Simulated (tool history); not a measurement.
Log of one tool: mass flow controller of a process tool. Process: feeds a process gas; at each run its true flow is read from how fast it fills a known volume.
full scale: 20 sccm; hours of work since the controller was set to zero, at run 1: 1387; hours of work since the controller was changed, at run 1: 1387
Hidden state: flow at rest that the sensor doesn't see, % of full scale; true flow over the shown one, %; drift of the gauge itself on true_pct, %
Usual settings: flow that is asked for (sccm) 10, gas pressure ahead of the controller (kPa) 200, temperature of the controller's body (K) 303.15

| run | hour | flow that is asked for (sccm) | gas pressure ahead of the controller (kPa) | temperature of the controller's body (K) | hours of work since the controller was set to zero | hours of work since the controller was changed | true flow (%) |
|---|---|---|---|---|---|---|---|
| 1 | 0.0 | 10 | 200 | 303.15 | 1387 | 1387 | 99.93 |
| 2 | 97.7 | 10 | 200 | 303.15 | 1451 | 1451 | 99.92 |
| 3 | 203.3 | 10 | 200 | 303.15 | 1521 | 1521 | 100.01 |
| 4 | 281.3 | 10 | 200 | 303.15 | 1572 | 1572 | 99.99 |
| 5 | 380.1 | 10 | 200 | 303.15 | 1638 | 1638 | 100.06 |
| 6 | 452.6 | 10 | 193 | 303.15 | 1685 | 1685 | 99.97 |
| 7 | 560.3 | 10 | 193 | 303.15 | 1756 | 1756 | 99.97 |
| 8 | 632.0 | 10 | 193 | 303.15 | 1804 | 1804 | 100.14 |
| 9 | 713.2 | 10 | 193 | 303.15 | 1857 | 1857 | 100.13 |
| 10 | 782.8 | 10 | 193 | 303.15 | 1903 | 1903 | 100.08 |
| 11 | 860.0 | 10 | 193 | 303.15 | 1954 | 1954 | 100.14 |
| 12 | 953.1 | 10 | 193 | 303.15 | 2015 | 2015 | 100.13 |
| 13 | 1046.4 | 13 | 193 | 303.15 | 2077 | 2077 | 100.08 |
| 14 | 1115.1 | 13 | 193 | 303.15 | 2122 | 2122 | 100.20 |
| 15 | 1212.4 | 13 | 193 | 303.15 | 2186 | 2186 | 100.22 |
| 16 | 1270.0 | 13 | 193 | 303.15 | 2224 | 2224 | 100.22 |
| 17 | 1326.3 | 13 | 193 | 303.15 | 2262 | 2262 | 100.22 |
| 18 | 1408.3 | 10 | 200 | 303.15 | 2316 | 2316 | 100.42 |
| 19 | 1453.4 | 10 | 200 | 303.15 | 2345 | 2345 | 100.35 |
| 20 | 1547.6 | 10 | 200 | 296.15 | 2408 | 2408 | 101.02 |
| 21 | 1626.8 | 10 | 161 | 303.15 | 2460 | 2460 | 100.27 |
| 22 | 1696.3 | 10 | 200 | 303.15 | 2506 | 2506 | 100.53 |
| 23 | 1761.4 | 2 | 200 | 303.15 | 2549 | 2549 | 104.68 |
| 24 | 1862.9 | 2 | 200 | 303.15 | 2615 | 2615 | 105.03 |
| 25 | 1939.8 | 3 | 166 | 303.15 | 2666 | 2666 | 102.81 |
| 26 | 2034.0 | 11 | 208 | 296.15 | 2728 | 2728 | 101.20 |
| 27 | 2083.3 | 11 | 208 | 296.15 | 2761 | 2761 | 101.10 |
| 28 | 2148.3 | 8 | 170 | 303.15 | 2804 | 2804 | 100.72 |
| 29 | 2227.9 | 10 | 166 | 305.15 | 2856 | 2856 | 100.29 |
| 30 | 2307.2 | 4 | 158 | 295.15 | 2909 | 2909 | 102.96 |
| 31 | 2395.3 | 8 | 158 | 295.15 | 2967 | 2967 | 101.48 |
| 32 | 2480.6 | 8 | 226 | 301.15 | 3023 | 3023 | 101.37 |
| 33 | 2545.3 | 7 | 263 | 303.15 | 3066 | 3066 | 101.54 |
| 34 | 2641.6 | 4 | 171 | 298.15 | 3129 | 3129 | 102.98 |
| 35 | 2721.4 | 3 | 242 | 297.15 | 3182 | 3182 | 104.68 |
| 36 | 2794.7 | 3 | 242 | 297.15 | 3230 | 3230 | 104.67 |
| 37 | 2875.7 | 7 | 277 | 302.15 | 3283 | 3283 | 101.90 |
| 38 | 2948.2 | 9 | 172 | 302.15 | 3331 | 3331 | 100.89 |
| 39 | 3019.1 | 2 | 274 | 303.15 | 3378 | 3378 | 107.17 |
| 40 | 3107.2 | 6 | 271 | 303.15 | 3436 | 3436 | 102.23 |
| 41 | 3170.5 | 10 | 200 | 295.15 | 3478 | 3478 | 101.77 |
| 42 | 3246.2 | 10 | 200 | 295.15 | 3528 | 3528 | 101.81 |
| 43 | 3323.5 | 14 | 200 | 308.15 | 3579 | 3579 | 100.36 |
| 44 | 3403.7 | 14 | 189 | 308.15 | 3632 | 3632 | 100.38 |
| 45 | 3481.9 | 19 | 232 | 307.15 | 3683 | 3683 | 100.68 |
| 46 | 3542.6 | 19 | 232 | 307.15 | 3723 | 3723 | 100.67 |
| 47 | 3591.8 | 19 | 232 | 307.15 | 3756 | 3756 | 100.72 |
| 48 | 3682.4 | 19 | 232 | 307.15 | 3815 | 3815 | 100.79 |

Measured less the same run without the tool's hidden state. The same run-to-run variation is in both; the gauge's scatter may not be:
| run | true flow (%) |
|---|---|
| 1 | +0.74 |
| 2 | +0.78 |
| 3 | +0.82 |
| 4 | +0.85 |
| 5 | +0.90 |
| 6 | +0.92 |
| 7 | +0.97 |
| 8 | +0.99 |
| 9 | +1.03 |
| 10 | +1.05 |
| 11 | +1.08 |
| 12 | +1.11 |
| 13 | +0.92 |
| 14 | +0.94 |
| 15 | +0.98 |
| 16 | +0.99 |
| 17 | +1.02 |
| 18 | +1.28 |
| 19 | +1.29 |
| 20 | +1.34 |
| 21 | +1.36 |
| 22 | +1.39 |
| 23 | +6.08 |
| 24 | +6.26 |
| 25 | +4.34 |
| 26 | +1.40 |
| 27 | +1.42 |
| 28 | +1.88 |
| 29 | +1.58 |
| 30 | +3.62 |
| 31 | +1.99 |
| 32 | +2.03 |
| 33 | +2.30 |
| 34 | +3.89 |
| 35 | +5.17 |
| 36 | +5.26 |
| 37 | +2.48 |
| 38 | +2.02 |
| 39 | +8.07 |
| 40 | +2.96 |
| 41 | +1.93 |
| 42 | +1.97 |
| 43 | +1.53 |
| 44 | +1.55 |
| 45 | +1.26 |
| 46 | +1.27 |
| 47 | +1.28 |
| 48 | +1.31 |
